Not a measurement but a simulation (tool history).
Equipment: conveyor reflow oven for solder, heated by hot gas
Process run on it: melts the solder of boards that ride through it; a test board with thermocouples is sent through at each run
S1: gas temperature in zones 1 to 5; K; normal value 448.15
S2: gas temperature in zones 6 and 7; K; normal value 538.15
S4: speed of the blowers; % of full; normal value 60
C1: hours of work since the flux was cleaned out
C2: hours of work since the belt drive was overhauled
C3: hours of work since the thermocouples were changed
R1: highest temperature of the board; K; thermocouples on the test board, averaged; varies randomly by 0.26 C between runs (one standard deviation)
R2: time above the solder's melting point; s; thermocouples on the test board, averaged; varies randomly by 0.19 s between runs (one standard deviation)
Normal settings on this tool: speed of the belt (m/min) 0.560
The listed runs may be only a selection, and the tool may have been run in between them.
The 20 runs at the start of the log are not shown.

Run 21, hour 235.4: usual settings but S1 460.15 K, speed of the belt (m/min) 0.611, S4 79 % of full; C1 73; C2 419; C3 443. Result: R1 525.95 K, R2 65.9 s.
Run 22, hour 244.0: usual settings but speed of the belt (m/min) 0.654; C1 78; C2 424; C3 448. Result: R1 515.95 K, R2 45.8 s.
Run 23, hour 252.7: usual settings but S2 553.15 K, speed of the belt (m/min) 0.605; C1 83; C2 429; C3 453. Result: R1 531.35 K, R2 63.8 s.
Run 24, hour 269.9: usual settings but S2 553.15 K, speed of the belt (m/min) 0.605; C1 93; C2 439; C3 462. Result: R1 530.85 K, R2 63.0 s.
Run 25, hour 281.1: usual settings but S1 444.15 K, S4 54 % of full; C1 99; C2 445; C3 469. Result: R1 517.95 K, R2 55.3 s.
Run 26, hour 297.3: usual settings but speed of the belt (m/min) 0.555; C1 108; C2 454; C3 478. Result: R1 521.15 K, R2 62.0 s.
Run 27, hour 315.0: usual settings but speed of the belt (m/min) 0.555; C1 118; C2 464; C3 488. Result: R1 520.85 K, R2 61.5 s.
Run 28, hour 330.7: usual settings but speed of the belt (m/min) 0.598, S4 81 % of full; C1 127; C2 473; C3 497. Result: R1 524.85 K, R2 61.2 s.
Run 29, hour 339.7: usual settings but S2 527.15 K, S4 74 % of full; C1 132; C2 478; C3 502. Result: R1 514.85 K, R2 57.0 s.
Run 30, hour 351.8: usual settings but S1 444.15 K, S2 527.15 K, speed of the belt (m/min) 0.656, S4 75 % of full; C1 139; C2 485; C3 509. Result: R1 510.15 K, R2 40.7 s.

Alternative continuations, all from the tool just after run 30; predict every row:
Run A, hour 362.1: usual settings but S1 450.15 K, S2 545.15 K, speed of the belt (m/min) 0.650, S4 75 % of full; C1 145; C2 491; C3 514. Result: R1 ?, R2 ?.
Run B, hour 362.1: usual settings but S1 444.15 K, S2 527.15 K, speed of the belt (m/min) 0.470, S4 80 % of full; C1 145; C2 491; C3 514. Result: R1 ?, R2 ?.
Run C, hour 362.1: usual settings but S4 55 % of full; C1 145; C2 491; C3 514. Result: R1 ?, R2 ?.

run      R1    R2
  A  526.75  57.5
  B  519.15  74.5
  C  518.65  57.9
Stripped of hidden state, with their random variation kept, the same runs would have yielded:
run      R1    R2
  A  528.75  58.2
  B  520.85  75.6
  C  520.15  58.8
